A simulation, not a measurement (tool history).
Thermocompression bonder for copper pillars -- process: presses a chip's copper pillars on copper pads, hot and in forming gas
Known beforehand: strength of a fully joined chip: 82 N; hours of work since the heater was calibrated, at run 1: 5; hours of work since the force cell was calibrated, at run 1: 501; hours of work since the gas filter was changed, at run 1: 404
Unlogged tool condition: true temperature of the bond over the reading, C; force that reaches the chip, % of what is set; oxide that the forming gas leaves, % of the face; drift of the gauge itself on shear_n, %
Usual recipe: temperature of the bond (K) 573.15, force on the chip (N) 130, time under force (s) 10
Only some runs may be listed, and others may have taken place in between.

run   hour  temperature of the bond (K)  force on the chip (N)  time under force (s)  hours of work since the heater was calibrated  hours of work since the force cell was calibrated  hours of work since the gas filter was changed  force that shears a chip off (N)
  1    0.0                       573.15                    130                    10                                              5                                                501                                             404                              46.1
  2   14.7                       573.15                    130                    10                                             13                                                509                                             412                              46.0
  3   28.4                       573.15                    116                    10                                             20                                                516                                             419                              43.1
      31.5  -- forming gas filter changed
  4   39.9                       573.15                    130                    10                                             26                                                522                                               5                              48.2
  5   50.8                       573.15                    130                    11                                             32                                                528                                              10                              49.7
  6   58.8                       573.15                    130                    11                                             36                                                532                                              15                              50.1
  7   68.6                       573.15                    130                    11                                             41                                                538                                              20                              49.4
  8   84.2                       573.15                    127                    11                                             50                                                546                                              28                              47.7
  9   97.3                       573.15                    188                    11                                             57                                                553                                              35                              62.2
 10  105.6                       578.15                    130                    10                                             61                                                558                                              40                              50.5
 11  114.7                       578.15                    130                    10                                             66                                                562                                              45                              49.9
 12  129.0                       573.15                    130                    10                                             74                                                570                                              52                              48.2
 13  136.1                       573.15                    130                    18                                             78                                                574                                              56                              57.1
 14  152.4                       573.15                    130                    18                                             86                                                583                                              65                              56.4
 15  168.4                       573.15                    135                    10                                             95                                                591                                              73                              49.5
 16  181.6                       565.15                    130                    10                                            102                                                598                                              81                              44.1
 17  191.1                       565.15                    130                    10                                            107                                                603                                              86                              44.8
 18  205.2                       565.15                    130                    10                                            115                                                611                                              93                              45.2
 19  217.2                       590.15                    185                    10                                            121                                                617                                             100                              66.6
 20  232.3                       590.15                    185                    10                                            129                                                626                                             108                              65.7
 21  241.1                       571.15                    185                    25                                            134                                                630                                             112                              70.2
 22  254.6                       590.15                    161                     7                                            141                                                637                                             120                              57.2
 23  270.6                       573.15                    130                    24                                            150                                                646                                             128                              59.7
 24  285.4                       573.15                    130                    24                                            158                                                654                                             136                              60.8
 25  294.2                       573.15                    130                    24                                            162                                                659                                             141                              60.3
 26  303.3                       573.15                    130                    24                                            167                                                664                                             146                              60.0
 27  310.5                       573.15                    130                    24                                            171                                                668                                             150                              60.0
 28  321.9                       573.15                    139                    12                                            177                                                674                                             156                              52.3
 29  333.7                       573.15                    104                     7                                            184                                                680                                             162                              35.4
 30  348.9                       594.15                    175                    11                                            192                                                688                                             170                              67.0
 31  365.4                       594.15                    175                    28                                            201                                                697                                             179                              76.1
 32  379.2                       574.15                     79                    10                                            208                                                704                                             187                              31.9

Run 33 comes next. What will it give?
 33  394.3                       597.15                     79                    10                                            216                                                712                                             195                                 ?

{"run 33": {"force that shears a chip off (N)": 39.5}}
Take away the tool's hidden state, keep the run-to-run variation as it was, and the same run would have given force that shears a chip off (N) 38.1.
